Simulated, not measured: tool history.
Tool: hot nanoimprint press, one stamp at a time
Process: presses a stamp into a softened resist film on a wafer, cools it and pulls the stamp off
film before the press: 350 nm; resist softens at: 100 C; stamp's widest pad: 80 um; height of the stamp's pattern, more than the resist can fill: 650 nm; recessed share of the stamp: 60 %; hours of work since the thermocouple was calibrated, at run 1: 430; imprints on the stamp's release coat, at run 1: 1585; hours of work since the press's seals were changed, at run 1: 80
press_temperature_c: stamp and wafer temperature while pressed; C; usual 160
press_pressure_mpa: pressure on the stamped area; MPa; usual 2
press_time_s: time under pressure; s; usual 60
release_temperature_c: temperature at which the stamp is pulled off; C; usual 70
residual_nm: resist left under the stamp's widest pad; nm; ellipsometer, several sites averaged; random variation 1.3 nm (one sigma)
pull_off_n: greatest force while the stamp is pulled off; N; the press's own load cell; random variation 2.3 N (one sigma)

run	hour	press_temperature_c	press_pressure_mpa	press_time_s	release_temperature_c	hours of work since the thermocouple was calibrated	imprints on the stamp's release coat	hours of work since the press's seals were changed	residual_nm	pull_off_n
1	0.0	160	2	60	70	430	1585	80	191.8	120
2	7.3	160	2	65	70	433	1608	83	187.8	114
# hour 14.1: stamp cleaned and given a new release coat
3	18.0	160	2	60	70	435	12	85	194.3	97
4	26.2	160	2	60	70	439	37	89	192.6	97
5	33.8	160	2	60	70	442	60	92	193.6	98
6	41.4	160	2	60	71	445	83	96	193.3	96
7	45.9	160	2	60	71	447	97	98	191.9	101
8	54.3	160	2	60	58	451	122	101	191.5	132
9	61.4	160	2	60	58	454	144	105	191.9	126
10	70.0	160	2	60	71	458	170	108	191.1	93
11	77.7	169	2	60	70	462	193	112	125.6	104
12	87.5	168	2	40	70	466	223	116	151.0	101
13	92.0	168	2	40	70	468	237	118	150.8	101

The next listed run, before its measurement:
14	97.1	168	2	40	70	470	252	120	?	?

{"run 14": {"residual_nm": 152.0, "pull_off_n": 102}}
Without the tool's hidden state the same run would have given residual_nm 160.6 nm, pull_off_n 102 N.
